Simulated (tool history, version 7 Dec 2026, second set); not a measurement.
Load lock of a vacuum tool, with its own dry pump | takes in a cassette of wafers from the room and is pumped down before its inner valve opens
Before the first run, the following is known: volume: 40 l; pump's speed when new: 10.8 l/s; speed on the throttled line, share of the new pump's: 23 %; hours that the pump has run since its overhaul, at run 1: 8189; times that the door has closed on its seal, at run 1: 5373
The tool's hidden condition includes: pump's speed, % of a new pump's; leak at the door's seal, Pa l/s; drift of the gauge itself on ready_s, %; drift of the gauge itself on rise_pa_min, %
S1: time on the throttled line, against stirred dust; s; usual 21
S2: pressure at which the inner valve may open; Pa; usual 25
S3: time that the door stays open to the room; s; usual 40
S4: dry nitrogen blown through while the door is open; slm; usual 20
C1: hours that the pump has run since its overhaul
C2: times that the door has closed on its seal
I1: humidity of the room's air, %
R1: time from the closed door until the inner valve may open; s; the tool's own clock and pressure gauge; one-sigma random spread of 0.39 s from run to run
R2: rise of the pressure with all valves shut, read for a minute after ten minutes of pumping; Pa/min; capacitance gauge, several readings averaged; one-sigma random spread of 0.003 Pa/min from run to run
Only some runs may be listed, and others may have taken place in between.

{"run": 1, "hour": 0.0, "S1": 21, "S2": 25, "S3": 40, "S4": 20, "C1": 8189, "C2": 5373, "I1": 46.1, "R1": 49.1, "R2": 0.033}
{"run": 2, "hour": 100.6, "S1": 21, "S2": 25, "S3": 40, "S4": 20, "C1": 8289, "C2": 5678, "I1": 46.2, "R1": 49.9, "R2": 0.033}
{"run": 3, "hour": 219.0, "S1": 21, "S2": 25, "S3": 40, "S4": 16, "C1": 8407, "C2": 6036, "I1": 49.1, "R1": 50.7, "R2": 0.036}
{"run": 4, "hour": 388.8, "S1": 21, "S2": 25, "S3": 40, "S4": 16, "C1": 8577, "C2": 6551, "I1": 45.7, "R1": 49.6, "R2": 0.046}
{"run": 5, "hour": 561.4, "S1": 21, "S2": 25, "S3": 40, "S4": 16, "C1": 8750, "C2": 7074, "I1": 50.9, "R1": 50.3, "R2": 0.045}
{"run": 6, "hour": 801.9, "S1": 21, "S2": 25, "S3": 116, "S4": 20, "C1": 8990, "C2": 7803, "I1": 47.6, "R1": 50.2, "R2": 0.063}
{"run": 7, "hour": 925.2, "S1": 21, "S2": 25, "S3": 40, "S4": 20, "C1": 9114, "C2": 8176, "I1": 44.4, "R1": 49.7, "R2": 0.042}
{"run": 8, "hour": 1158.7, "S1": 21, "S2": 25, "S3": 40, "S4": 20, "C1": 9347, "C2": 8884, "I1": 41.8, "R1": 50.6, "R2": 0.053}
{"run": 9, "hour": 1342.3, "S1": 21, "S2": 25, "S3": 40, "S4": 20, "C1": 9531, "C2": 9440, "I1": 46.9, "R1": 49.7, "R2": 0.051}
{"run": 10, "hour": 1499.3, "S1": 21, "S2": 25, "S3": 40, "S4": 20, "C1": 9688, "C2": 9916, "I1": 43.1, "R1": 50.1, "R2": 0.065}
{"run": 11, "hour": 1614.8, "S1": 21, "S2": 25, "S3": 40, "S4": 20, "C1": 9803, "C2": 10266, "I1": 42.8, "R1": 50.9, "R2": 0.06}
{"run": 12, "hour": 1729.4, "S1": 21, "S2": 25, "S3": 40, "S4": 20, "C1": 9918, "C2": 10613, "I1": 48.2, "R1": 50.3, "R2": 0.061}
{"run": 13, "hour": 1871.4, "S1": 21, "S2": 25, "S3": 54, "S4": 20, "C1": 10060, "C2": 11043, "I1": 48.0, "R1": 50.1, "R2": 0.063}
{"hour": 1893.8, "done": "dry pump taken out, an overhauled one fitted"}
{"run": 14, "hour": 2073.5, "S1": 21, "S2": 25, "S3": 54, "S4": 20, "C1": 180, "C2": 11638, "I1": 46.9, "R1": 47.0, "R2": 0.075}
{"run": 15, "hour": 2285.6, "S1": 21, "S2": 25, "S3": 54, "S4": 20, "C1": 392, "C2": 12280, "I1": 42.2, "R1": 47.2, "R2": 0.072}
{"run": 16, "hour": 2501.0, "S1": 21, "S2": 25, "S3": 40, "S4": 20, "C1": 607, "C2": 12933, "I1": 45.0, "R1": 46.7, "R2": 0.076}
{"run": 17, "hour": 2627.1, "S1": 21, "S2": 25, "S3": 40, "S4": 20, "C1": 733, "C2": 13315, "I1": 43.5, "R1": 47.1, "R2": 0.072}
{"run": 18, "hour": 2790.0, "S1": 21, "S2": 25, "S3": 40, "S4": 23, "C1": 896, "C2": 13809, "I1": 43.5, "R1": 47.0, "R2": 0.078}
{"run": 19, "hour": 2911.0, "S1": 32, "S2": 25, "S3": 40, "S4": 20, "C1": 1017, "C2": 14175, "I1": 45.4, "R1": 56.0, "R2": 0.085}
{"run": 20, "hour": 3115.3, "S1": 32, "S2": 38, "S3": 44, "S4": 20, "C1": 1221, "C2": 14794, "I1": 45.6, "R1": 53.9, "R2": 0.082}
{"run": 21, "hour": 3260.0, "S1": 32, "S2": 29, "S3": 44, "S4": 13, "C1": 1366, "C2": 15233, "I1": 43.0, "R1": 55.0, "R2": 0.089}
{"run": 22, "hour": 3365.6, "S1": 33, "S2": 29, "S3": 97, "S4": 13, "C1": 1472, "C2": 15553, "I1": 44.5, "R1": 56.2, "R2": 0.112}
{"run": 23, "hour": 3541.5, "S1": 21, "S2": 25, "S3": 39, "S4": 16, "C1": 1648, "C2": 16085, "I1": 44.1, "R1": 47.1, "R2": 0.095}
{"run": 24, "hour": 3681.1, "S1": 21, "S2": 25, "S3": 39, "S4": 16, "C1": 1787, "C2": 16509, "I1": 45.6, "R1": 47.4, "R2": 0.096}
{"run": 25, "hour": 3789.1, "S1": 10, "S2": 21, "S3": 215, "S4": 13, "C1": 1895, "C2": 16836, "I1": 43.9, "R1": 39.6, "R2": 0.143}
{"run": 26, "hour": 3913.9, "S1": 10, "S2": 21, "S3": 215, "S4": 13, "C1": 2020, "C2": 17214, "I1": 46.1, "R1": 40.0, "R2": 0.148}
{"run": 27, "hour": 4017.3, "S1": 10, "S2": 21, "S3": 215, "S4": 13, "C1": 2124, "C2": 17527, "I1": 45.4, "R1": 39.5, "R2": 0.154}
{"run": 28, "hour": 4131.2, "S1": 21, "S2": 32, "S3": 47, "S4": 15, "C1": 2237, "C2": 17872, "I1": 49.0, "R1": 47.3, "R2": 0.113}
{"run": 29, "hour": 4331.5, "S1": 21, "S2": 25, "S3": 214, "S4": 6, "C1": 2438, "C2": 18479, "I1": 43.5, "R1": 47.8, "R2": 0.17}
{"run": 30, "hour": 4557.5, "S1": 21, "S2": 25, "S3": 214, "S4": 6, "C1": 2664, "C2": 19164, "I1": 47.9, "R1": 47.6, "R2": 0.189}
{"run": 31, "hour": 4694.6, "S1": 10, "S2": 21, "S3": 78, "S4": 6, "C1": 2801, "C2": 19580, "I1": 44.0, "R1": 40.4, "R2": 0.142}
{"run": 32, "hour": 4883.6, "S1": 21, "S2": 25, "S3": 40, "S4": 4, "C1": 2990, "C2": 20152, "I1": 44.4, "R1": 47.6, "R2": 0.137}
{"run": 33, "hour": 5018.6, "S1": 21, "S2": 19, "S3": 58, "S4": 16, "C1": 3125, "C2": 20561, "I1": 47.6, "R1": 48.9, "R2": 0.134}
{"run": 34, "hour": 5185.0, "S1": 24, "S2": 33, "S3": 137, "S4": 7, "C1": 3291, "C2": 21065, "I1": 43.5, "R1": 48.9, "R2": 0.176}
{"run": 35, "hour": 5418.3, "S1": 23, "S2": 25, "S3": 40, "S4": 20, "C1": 3524, "C2": 21772, "I1": 45.1, "R1": 49.5, "R2": 0.145}
{"run": 36, "hour": 5619.8, "S1": 14, "S2": 24, "S3": 40, "S4": 20, "C1": 3726, "C2": 22383, "I1": 46.4, "R1": 42.4, "R2": 0.148}
{"run": 37, "hour": 5808.5, "S1": 40, "S2": 25, "S3": 40, "S4": 11, "C1": 3915, "C2": 22955, "I1": 42.6, "R1": 63.4, "R2": 0.155}

Some steps in R1 between neighbouring runs. How much of each would the tool show without its hidden state too (settings, what came in, random variation), and how much is left for the hidden state, with any gauge scatter that isn't in both results?
Run 1 -> 2: nothing adjusted, nothing logged. R1 +0.8 s: hidden state +0.1, all else +0.7.
Run 4 -> 5: nothing adjusted, nothing logged. R1 +0.7 s: hidden state +0.1, all else +0.6.
Run 13 -> 14: dry pump taken out, an overhauled one fitted. R1 -3.1 s: hidden state -3.4, all else +0.3.
Run 18 -> 19: S1 21 -> 32, S4 23 -> 20. R1 +9.0 s: hidden state +0.0, all else +9.0.
Run 22 -> 23: S1 33 -> 21, S2 29 -> 25, S3 97 -> 39, S4 13 -> 16. R1 -9.1 s: hidden state +0.0, all else -9.1.
Run 36 -> 37: S1 14 -> 40, S2 24 -> 25, S4 20 -> 11. R1 +21.0 s: hidden state +0.0, all else +21.0.
